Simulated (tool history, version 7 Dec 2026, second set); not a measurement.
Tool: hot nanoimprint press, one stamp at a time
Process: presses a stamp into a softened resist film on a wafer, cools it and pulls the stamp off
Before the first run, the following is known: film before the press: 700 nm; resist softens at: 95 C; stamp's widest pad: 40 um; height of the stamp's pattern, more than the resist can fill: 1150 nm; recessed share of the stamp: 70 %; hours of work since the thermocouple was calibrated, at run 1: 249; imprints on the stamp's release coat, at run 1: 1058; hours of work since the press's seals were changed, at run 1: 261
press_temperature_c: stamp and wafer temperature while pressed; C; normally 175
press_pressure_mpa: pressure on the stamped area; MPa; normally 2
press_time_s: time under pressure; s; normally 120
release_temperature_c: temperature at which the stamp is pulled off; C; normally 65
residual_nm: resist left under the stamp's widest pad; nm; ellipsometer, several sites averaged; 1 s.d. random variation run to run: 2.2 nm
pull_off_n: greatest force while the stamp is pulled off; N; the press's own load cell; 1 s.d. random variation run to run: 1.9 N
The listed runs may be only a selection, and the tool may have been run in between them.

run	hour	press_temperature_c	press_pressure_mpa	press_time_s	release_temperature_c	hours of work since the thermocouple was calibrated	imprints on the stamp's release coat	hours of work since the press's seals were changed	residual_nm	pull_off_n
1	0	175	2	120	65	249	1058	261	370.5	121
2	12.8	175	2	120	65	256	1110	268	374.9	122
3	20.1	175	2	120	72	260	1139	272	374.8	112
4	31.5	175	2	120	72	266	1185	278	371.7	119
# hour 43.9: plate thermocouple calibrated
5	47.6	175	2	120	72	2	1238	285	373.9	118
6	56.8	175	1.29	120	65	7	1276	290	454.3	119
7	64.6	175	1.29	120	65	11	1307	294	457.7	119
# hour 72: plate thermocouple calibrated, once more
8	79.7	175	1.29	120	65	4	1356	301	438.8	121
9	89.1	175	2	120	58	9	1395	306	362.1	127
10	101.4	176	2	120	65	16	1444	312	349.4	121
11	109	187	1.93	96	67	20	1475	316	281.6	120
12	120.4	178	2.1	96	67	26	1521	322	345.9	118
13	132.1	163	1.64	96	59	32	1569	329	563.8	127
14	140.5	164	1.46	96	59	37	1603	333	565.9	127
15	147.3	175	2.52	120	65	40	1630	337	324.9	125
# hour 157.4: stamp cleaned and given a new release coat
16	159	177	2	120	72	43	6	340	336.8	104
17	168.8	172	1.84	120	65	48	46	345	409.9	111

3 options for the next run, each taken on its own from the tool as it stands now. Forecast them:
A	181.8	164	1.58	85	65	55	99	352	?	?
B	181.8	172	2.72	120	65	55	99	352	?	?
C	181.8	175	1.29	120	59	55	99	352	?	?

run	residual_nm	pull_off_n
A	569.6	107
B	342.9	111
C	446.3	116
With the hidden condition removed and each run's random variation left untouched, the same runs would have given:
run	residual_nm	pull_off_n
A	561.4	106
B	331.2	110
C	437.3	115
